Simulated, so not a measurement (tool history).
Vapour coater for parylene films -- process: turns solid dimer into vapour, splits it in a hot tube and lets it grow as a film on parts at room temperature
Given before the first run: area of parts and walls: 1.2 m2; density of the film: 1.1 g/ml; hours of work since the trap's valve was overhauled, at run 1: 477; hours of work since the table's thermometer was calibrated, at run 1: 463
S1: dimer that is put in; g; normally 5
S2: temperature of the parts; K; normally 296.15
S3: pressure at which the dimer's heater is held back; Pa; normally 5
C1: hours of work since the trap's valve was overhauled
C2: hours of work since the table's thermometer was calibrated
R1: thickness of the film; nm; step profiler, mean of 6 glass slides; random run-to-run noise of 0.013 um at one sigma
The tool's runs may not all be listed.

run   hour  S1      S2     S3   C1   C2    R1
  1      0   5  296.15      5  477  463  2310
  2   11.5   5  296.15      5  487  473  2290
      25.8  -- trap's valve overhauled
  3   25.8   5  296.15      5    0  482  2510
  4   37.7   5  296.15      5   10  492  2520
  5   55.4   5  296.15      5   26  508  2520
  6   65.3   5  296.15   2.07   35  516  2760
  7   79.2   5  296.15   2.07   47  529  2750
  8   91.3   5  296.15   2.07   58  539  2750
  9  107.8   5  289.15   2.07   72  554  3180
 10  121.3   5  289.15   2.07   84  566  3160
 11  138.1   5  296.15      5   99  581  2450
 12  155.1   5  296.15      5  114  596  2480
 13    170   4  296.15      5  127  609  1970
 14  187.7   5  296.15      5  142  624  2450
 15  198.8   5  296.15      5  152  634  2450
 16  215.6   5  296.15      5  167  649  2450
 17    227   5  291.15   2.06  177  659  2980
 18  234.6   3  291.15   2.06  184  665  1800
 19  245.8   3  291.15   2.07  194  675  1780
     248.5  -- table's thermometer calibrated
 20  254.6   3  291.15   2.07  200    5  1770
 21  262.3   2  296.15      5  207   12   980
 22  275.7   2  298.15      5  219   24   920
 23    292   9  300.15   9.11  233   38  3710
     303.2  -- table's thermometer calibrated, once more
 24  303.2   6  295.15   4.37  242    0  3010
 25  315.4   4  296.15   4.85  253   11  1920
 26  333.2   2  300.15   4.85  269   26   880
 27  342.4   5  303.15   2.38  277   34  2230
 28    351   5  303.15   2.38  284   42  2220
 29  368.3   5  303.15   2.38  300   57  2210
 30  375.6   5  303.15   2.38  306   64  2220
 31  388.8   5  290.15  10.86  318   75  2480
 32  397.1   5  290.15  10.86  325   83  2480

Forecast each of these 3 alternatives for the next run:
  A  408.8   6  290.15  10.86  335  93   ?
  B  408.8   5  290.15   8.39  335  93   ?
  C  408.8   8  294.15      5  335  93   ?

run    R1
  A  2950
  B  2550
  C  3910
What these runs would have given with no unlogged condition in the tool:
run    R1
  A  3200
  B  2760
  C  4240

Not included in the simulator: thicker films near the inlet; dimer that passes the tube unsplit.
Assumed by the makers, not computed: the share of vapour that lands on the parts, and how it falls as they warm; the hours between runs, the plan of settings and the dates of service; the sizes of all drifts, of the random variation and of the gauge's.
